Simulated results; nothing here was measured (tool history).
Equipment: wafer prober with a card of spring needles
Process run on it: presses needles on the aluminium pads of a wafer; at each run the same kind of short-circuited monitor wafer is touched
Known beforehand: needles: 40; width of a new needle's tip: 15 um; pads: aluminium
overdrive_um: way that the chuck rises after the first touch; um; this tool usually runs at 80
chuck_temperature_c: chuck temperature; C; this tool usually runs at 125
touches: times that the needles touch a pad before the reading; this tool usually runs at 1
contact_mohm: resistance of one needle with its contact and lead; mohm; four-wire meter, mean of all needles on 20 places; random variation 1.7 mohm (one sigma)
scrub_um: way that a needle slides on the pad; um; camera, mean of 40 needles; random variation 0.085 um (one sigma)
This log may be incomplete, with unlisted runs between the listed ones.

run	day	overdrive_um	chuck_temperature_c	touches	contact_mohm	scrub_um
1	0.000	80	125	1	166	18.50
# day 0.296: tips cleaned on abrasive film
2	0.467	80	125	1	176	18.48
# day 0.588: tips cleaned on abrasive film
3	0.762	80	125	1	174	18.52
# day 0.900: tips cleaned on abrasive film
4	1.104	66	125	1	174	15.23
# day 1.208: tips cleaned on abrasive film
# day 1.533: tips cleaned on abrasive film
5	1.542	80	125	1	164	18.48
# day 1.846: tips cleaned on abrasive film
6	1.917	80	125	1	170	18.43
# day 2.146: tips cleaned on abrasive film
7	2.383	80	125	1	172	18.40
# day 2.471: tips cleaned on abrasive film
8	2.658	80	120	1	171	18.44
# day 2.779: tips cleaned on abrasive film
# day 3.108: tips cleaned on abrasive film
9	3.167	80	125	1	168	18.42
# day 3.404: tips cleaned on abrasive film
10	3.429	62	125	1	167	14.01
# day 3.729: tips cleaned on abrasive film
11	3.800	80	29	1	152	18.39
12	4.017	80	125	2	170	18.16
# day 4.067: tips cleaned on abrasive film
# day 4.375: tips cleaned on abrasive film
13	4.379	80	125	2	163	18.15
14	4.600	80	125	2	168	18.31
# day 4.675: tips cleaned on abrasive film
# day 4.983: tips cleaned on abrasive film
15	5.058	80	125	2	167	18.08
# day 5.300: tips cleaned on abrasive film
16	5.492	80	125	1	170	18.21
# day 5.612: tips cleaned on abrasive film
17	5.788	68	76	1	169	15.26
# day 5.933: tips cleaned on abrasive film
18	6.154	68	76	1	172	15.27
# day 6.229: tips cleaned on abrasive film
# day 6.300: height of the first contact set anew
19	6.404	68	76	1	167	16.05
# day 6.558: tips cleaned on abrasive film
20	6.658	68	76	1	163	15.97
# day 6.888: tips cleaned on abrasive film
21	7.021	68	76	1	164	15.97
# day 7.200: tips cleaned on abrasive film
22	7.450	68	76	1	170	15.94
# day 7.504: tips cleaned on abrasive film
23	7.696	76	58	2	159	17.64
# day 7.804: tips cleaned on abrasive film
# day 8.133: tips cleaned on abrasive film
24	8.175	77	68	1	158	18.01
# day 8.433: tips cleaned on abrasive film
25	8.500	77	68	1	160	18.08
# day 8.754: tips cleaned on abrasive film
26	8.992	92	62	2	156	21.44
# day 9.062: tips cleaned on abrasive film
# day 9.362: tips cleaned on abrasive film
27	9.425	92	62	2	154	21.54
# day 9.650: tips cleaned on abrasive film
28	9.833	77	49	2	154	17.63
# day 9.967: tips cleaned on abrasive film
29	10.142	70	125	2	171	16.18
# day 10.283: tips cleaned on abrasive film
30	10.496	72	26	3	151	16.65
# day 10.600: tips cleaned on abrasive film
31	10.842	72	41	1	163	16.72
# day 10.917: tips cleaned on abrasive film
32	11.129	66	125	2	174	14.99

4 ways to go on from here, each from the tool as it stands after run 32. What would each give?
# day 11.208: tips cleaned on abrasive film
# day 11.517: tips cleaned on abrasive film
A	11.650	80	98	2	?	?
# day 11.208: tips cleaned on abrasive film
# day 11.517: tips cleaned on abrasive film
B	11.650	80	125	2	?	?
# day 11.208: tips cleaned on abrasive film
# day 11.517: tips cleaned on abrasive film
C	11.650	68	79	1	?	?
# day 11.208: tips cleaned on abrasive film
# day 11.517: tips cleaned on abrasive film
D	11.650	80	57	1	?	?

run	contact_mohm	scrub_um
A	165	18.43
B	165	18.51
C	166	15.53
D	159	18.47
What these runs would have given with no unlogged condition in the tool:
run	contact_mohm	scrub_um
A	161	18.84
B	161	18.92
C	156	15.93
D	151	18.88
